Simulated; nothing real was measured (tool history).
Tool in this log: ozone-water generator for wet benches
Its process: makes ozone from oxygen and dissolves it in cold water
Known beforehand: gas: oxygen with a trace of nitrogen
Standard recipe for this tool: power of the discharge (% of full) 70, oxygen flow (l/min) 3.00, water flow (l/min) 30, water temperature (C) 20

run    hour  power of the discharge (% of full)  oxygen flow (l/min)  water flow (l/min)  water temperature (C)  dissolved ozone (ppm)  ozone in the gas ahead of the water (g/m3)
  1     0.0                                  70                 3.00                  30                     20                    9.2                                       165.0
  2   133.1                                  70                 3.00                  30                     20                    9.2                                       162.6
  3   273.9                                  70                 3.00                  30                     20                    9.1                                       161.9
  4   436.0                                  70                 3.00                  30                     20                    9.0                                       163.7
      553.9  -- contactor cleaned
  5   665.3                                  70                 3.00                  21                     20                   11.5                                       162.3
  6   851.2                                  70                 3.00                  21                     20                   11.5                                       160.4
  7  1008.8                                  70                 3.00                  30                     23                    8.1                                       158.9
  8  1168.8                                  70                 3.00                  30                     20                    8.0                                       158.7
     1189.8  -- contactor cleaned, once more
  9  1283.1                                  70                 3.00                  30                     20                    9.4                                       159.8
 10  1489.3                                  70                 2.01                  30                     20                    8.7                                       200.3
 11  1620.0                                  70                 3.00                  30                     20                    9.2                                       158.9
 12  1733.0                                  70                 3.00                  42                     20                    6.5                                       158.4
 13  1894.9                                  70                 4.69                  30                     20                   10.0                                       122.0
 14  2066.6                                  70                 3.00                  30                     20                    9.0                                       157.5
 15  2297.2                                  42                 2.69                  35                     12                    5.4                                       115.0
 16  2498.1                                  70                 2.47                  19                     20                   13.2                                       175.4
 17  2729.1                                  41                 3.00                  29                     13                    6.8                                       105.8
 18  2945.5                                  70                 3.00                  34                     20                    7.7                                       154.5

Run 19 is up next; what results do you expect?
 19  3100.5                                  47                 3.00                  34                     20                      ?                                           ?

dissolved ozone (ppm): 5.8
ozone in the gas ahead of the water (g/m3): 115.8
On a tool with no hidden condition, and with the same random variation, this run would have come out at dissolved ozone (ppm) 6.4, ozone in the gas ahead of the water (g/m3) 125.5.
